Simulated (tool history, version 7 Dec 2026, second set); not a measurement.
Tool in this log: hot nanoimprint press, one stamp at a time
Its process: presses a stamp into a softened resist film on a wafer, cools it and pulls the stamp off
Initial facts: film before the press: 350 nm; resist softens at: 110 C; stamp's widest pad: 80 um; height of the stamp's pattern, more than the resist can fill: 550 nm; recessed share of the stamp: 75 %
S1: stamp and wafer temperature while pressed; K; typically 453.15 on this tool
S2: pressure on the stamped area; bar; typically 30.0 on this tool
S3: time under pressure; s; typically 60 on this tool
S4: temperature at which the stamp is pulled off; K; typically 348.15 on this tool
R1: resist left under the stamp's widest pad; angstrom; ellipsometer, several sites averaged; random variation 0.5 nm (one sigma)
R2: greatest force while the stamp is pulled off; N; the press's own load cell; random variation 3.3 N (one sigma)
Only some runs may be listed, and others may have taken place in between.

run 1 hour=0.0 | S1=453.15 S2=30.0 S3=60 S4=348.15 | R1=1898 R2=158
run 2 hour=73.6 | S1=441.15 S2=30.0 S3=60 S4=348.15 | R1=2584 R2=165
-- hour=122.1 press's hydraulic seals changed and the load cell set to zero
run 3 hour=147.3 | S1=453.15 S2=32.4 S3=60 S4=348.15 | R1=1833 R2=160
run 4 hour=197.2 | S1=453.15 S2=32.4 S3=60 S4=348.15 | R1=1836 R2=165
run 5 hour=294.5 | S1=453.15 S2=32.4 S3=60 S4=348.15 | R1=1836 R2=157
run 6 hour=370.2 | S1=462.15 S2=30.0 S3=60 S4=348.15 | R1=1499 R2=165
run 7 hour=421.6 | S1=462.15 S2=30.0 S3=60 S4=348.15 | R1=1491 R2=164
-- hour=454.9 plate thermocouple calibrated
run 8 hour=472.2 | S1=453.15 S2=30.0 S3=76 S4=336.15 | R1=1768 R2=213
-- hour=549.3 stamp cleaned and given a new release coat
run 9 hour=570.1 | S1=453.15 S2=20.8 S3=89 S4=348.15 | R1=2003 R2=158
run 10 hour=671.2 | S1=453.15 S2=35.7 S3=89 S4=348.15 | R1=1539 R2=163
run 11 hour=747.7 | S1=453.15 S2=35.7 S3=89 S4=348.15 | R1=1543 R2=158

Below are 3 alternative next runs, each starting from the tool's condition after run 11. Predict each:
run A hour=830.6 | S1=447.15 S2=27.0 S3=89 S4=333.15 | R1=? R2=?
run B hour=830.6 | S1=453.15 S2=30.0 S3=50 S4=348.15 | R1=? R2=?
run C hour=830.6 | S1=453.15 S2=30.0 S3=69 S4=348.15 | R1=? R2=?

run=A R1=2115 R2=229
run=B R1=2024 R2=155
run=C R1=1835 R2=164
Without the tool's hidden state the same runs would have given:
run=A R1=2097 R2=229
run=B R1=2007 R2=154
run=C R1=1819 R2=163
